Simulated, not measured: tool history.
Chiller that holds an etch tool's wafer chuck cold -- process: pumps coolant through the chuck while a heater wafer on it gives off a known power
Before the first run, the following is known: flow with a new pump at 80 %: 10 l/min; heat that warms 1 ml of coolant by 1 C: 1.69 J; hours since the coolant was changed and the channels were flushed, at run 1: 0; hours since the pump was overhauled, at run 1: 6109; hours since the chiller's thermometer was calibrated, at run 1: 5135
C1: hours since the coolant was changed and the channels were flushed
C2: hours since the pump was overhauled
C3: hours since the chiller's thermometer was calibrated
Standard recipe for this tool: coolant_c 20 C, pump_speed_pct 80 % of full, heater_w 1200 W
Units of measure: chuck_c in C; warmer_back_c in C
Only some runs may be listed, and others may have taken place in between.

Run 1, hour 0: usual settings; C1 0; C2 6109; C3 5135. Result: chuck_c 28.5 C, warmer_back_c 4.24 C.
Run 2, hour 85.8: usual settings; C1 86; C2 6195; C3 5221. Result: chuck_c 28.7 C, warmer_back_c 4.24 C.
Run 3, hour 164.2: usual settings; C1 164; C2 6274; C3 5299. Result: chuck_c 28.5 C, warmer_back_c 4.36 C.
Run 4, hour 338.4: usual settings; C1 338; C2 6448; C3 5473. Result: chuck_c 28.9 C, warmer_back_c 4.39 C.
At hour 499.6: chiller's thermometer calibrated.
Run 5, hour 499.6: usual settings; C1 499; C2 6608; C3 0. Result: chuck_c 28.6 C, warmer_back_c 4.31 C.
Run 6, hour 635.4: usual settings; C1 634; C2 6744; C3 136. Result: chuck_c 28.6 C, warmer_back_c 4.33 C.
Run 7, hour 798.5: usual settings; C1 798; C2 6907; C3 299. Result: chuck_c 28.6 C, warmer_back_c 4.35 C.
Run 8, hour 944.1: usual settings; C1 943; C2 7053; C3 445. Result: chuck_c 28.6 C, warmer_back_c 4.34 C.
Run 9, hour 1077.7: usual settings; C1 1077; C2 7186; C3 578. Result: chuck_c 28.6 C, warmer_back_c 4.33 C.
Run 10, hour 1197.3: usual settings but pump_speed_pct 64 % of full; C1 1196; C2 7306; C3 698. Result: chuck_c 30.8 C, warmer_back_c 5.62 C.
Run 11, hour 1355.9: usual settings but pump_speed_pct 64 % of full; C1 1355; C2 7464; C3 856. Result: chuck_c 30.7 C, warmer_back_c 5.64 C.
Run 12, hour 1473.3: usual settings but pump_speed_pct 64 % of full; C1 1472; C2 7582; C3 974. Result: chuck_c 30.5 C, warmer_back_c 5.63 C.
Run 13, hour 1635: usual settings but pump_speed_pct 64 % of full; C1 1634; C2 7743; C3 1135. Result: chuck_c 30.7 C, warmer_back_c 5.69 C.
Run 14, hour 1717.4: usual settings but heater_w 1316 W; C1 1716; C2 7826; C3 1218. Result: chuck_c 29.3 C, warmer_back_c 4.91 C.
Run 15, hour 1804.4: usual settings but heater_w 1316 W; C1 1803; C2 7913; C3 1305. Result: chuck_c 29.5 C, warmer_back_c 4.92 C.
Run 16, hour 1901.7: usual settings but coolant_c 26 C, heater_w 1316 W; C1 1901; C2 8010; C3 1402. Result: chuck_c 35.6 C, warmer_back_c 4.91 C.
Run 17, hour 2032: usual settings but coolant_c 26 C, heater_w 1316 W; C1 2031; C2 8140; C3 1532. Result: chuck_c 35.5 C, warmer_back_c 4.91 C.
Run 18, hour 2136: usual settings but coolant_c 26 C, heater_w 1316 W; C1 2135; C2 8244; C3 1636. Result: chuck_c 35.6 C, warmer_back_c 4.88 C.
Run 19, hour 2313.4: usual settings but coolant_c 26 C, pump_speed_pct 64 % of full, heater_w 1316 W; C1 2312; C2 8422; C3 1814. Result: chuck_c 37.5 C, warmer_back_c 6.24 C.
Run 20, hour 2397.2: usual settings but coolant_c 24 C, pump_speed_pct 69 % of full, heater_w 1486 W; C1 2396; C2 8506; C3 1898. Result: chuck_c 36.3 C, warmer_back_c 6.56 C.
Run 21, hour 2556.7: usual settings but coolant_c 24 C, pump_speed_pct 69 % of full, heater_w 1486 W; C1 2556; C2 8665; C3 2057. Result: chuck_c 36.3 C, warmer_back_c 6.54 C.
Run 22, hour 2708.5: usual settings but coolant_c 24 C, pump_speed_pct 88 % of full, heater_w 1638 W; C1 2708; C2 8817; C3 2209. Result: chuck_c 34.8 C, warmer_back_c 5.6 C.
Run 23, hour 2788.6: usual settings but coolant_c 11 C, pump_speed_pct 77 % of full, heater_w 1528 W; C1 2788; C2 8897; C3 2289. Result: chuck_c 22.3 C, warmer_back_c 6.01 C.
Run 24, hour 2918.2: usual settings but coolant_c 17 C, pump_speed_pct 100 % of full, heater_w 843 W; C1 2917; C2 9027; C3 2419. Result: chuck_c 21.9 C, warmer_back_c 2.63 C.

Estimate the outcome of run 25 from the log above:
Run 25, hour 3033.9: usual settings but pump_speed_pct 87 % of full, heater_w 661 W; C1 3033; C2 9142; C3 2534. Result: chuck_c ?, warmer_back_c ?.

chuck_c: 24.4 C
warmer_back_c: 2.48 C
On a tool with no hidden condition, and with the same random variation, this run would have come out at chuck_c 24.4 C, warmer_back_c 2.12 C.
